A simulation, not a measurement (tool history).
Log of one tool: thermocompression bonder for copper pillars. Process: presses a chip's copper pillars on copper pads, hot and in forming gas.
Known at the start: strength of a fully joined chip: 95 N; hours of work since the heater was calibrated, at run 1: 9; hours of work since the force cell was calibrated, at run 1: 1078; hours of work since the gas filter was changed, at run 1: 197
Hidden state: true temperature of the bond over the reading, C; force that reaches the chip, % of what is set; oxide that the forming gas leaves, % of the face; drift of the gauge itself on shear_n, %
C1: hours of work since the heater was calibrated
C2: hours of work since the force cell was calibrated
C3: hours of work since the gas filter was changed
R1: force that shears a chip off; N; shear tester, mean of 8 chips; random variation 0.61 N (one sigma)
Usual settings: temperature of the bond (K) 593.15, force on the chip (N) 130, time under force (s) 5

Run 1, day 0: usual settings; C1 9; C2 1078; C3 197. Result: R1 32.6 N.
At day 1.35: forming gas filter changed.
Run 2, day 1.9: usual settings; C1 35; C2 1105; C3 8. Result: R1 33.8 N.
Run 3, day 3.888: usual settings but temperature of the bond (K) 598.15; C1 64; C2 1133; C3 36. Result: R1 35 N.
Run 4, day 5.825: usual settings but temperature of the bond (K) 598.15, time under force (s) 3; C1 91; C2 1160; C3 64. Result: R1 29.3 N.
Run 5, day 7.375: usual settings but temperature of the bond (K) 598.15, time under force (s) 3; C1 113; C2 1182; C3 86. Result: R1 29.5 N.
Run 6, day 8.825: usual settings but temperature of the bond (K) 598.15, time under force (s) 3; C1 134; C2 1203; C3 106. Result: R1 27.9 N.
Run 7, day 11.221: usual settings; C1 168; C2 1237; C3 140. Result: R1 32.5 N.
Run 8, day 12.817: usual settings; C1 190; C2 1260; C3 163. Result: R1 32.5 N.
At day 14.338: force cell calibrated.
Run 9, day 14.821: usual settings; C1 218; C2 7; C3 190. Result: R1 32.3 N.
At day 16.679: forming gas filter changed.
Run 10, day 16.679: usual settings; C1 244; C2 33; C3 0. Result: R1 34.5 N.
Run 11, day 17.754: usual settings; C1 259; C2 48; C3 15. Result: R1 33.8 N.
Run 12, day 19.775: usual settings but temperature of the bond (K) 577.15; C1 288; C2 77; C3 44. Result: R1 26.5 N.
Run 13, day 20.912: usual settings but temperature of the bond (K) 586.15, force on the chip (N) 116, time under force (s) 13; C1 304; C2 93; C3 60. Result: R1 40.3 N.
Run 14, day 23.317: usual settings but temperature of the bond (K) 598.15, force on the chip (N) 106, time under force (s) 12; C1 338; C2 127; C3 94. Result: R1 44.6 N.

The next listed run, before its measurement:
Run 15, day 25.438: usual settings but temperature of the bond (K) 611.15, force on the chip (N) 90, time under force (s) 12; C1 368; C2 157; C3 124. Result: R1 ?.

{"run 15": {"R1": 45.5}}
Without the tool's hidden state the same run would have given R1 48.6 N.

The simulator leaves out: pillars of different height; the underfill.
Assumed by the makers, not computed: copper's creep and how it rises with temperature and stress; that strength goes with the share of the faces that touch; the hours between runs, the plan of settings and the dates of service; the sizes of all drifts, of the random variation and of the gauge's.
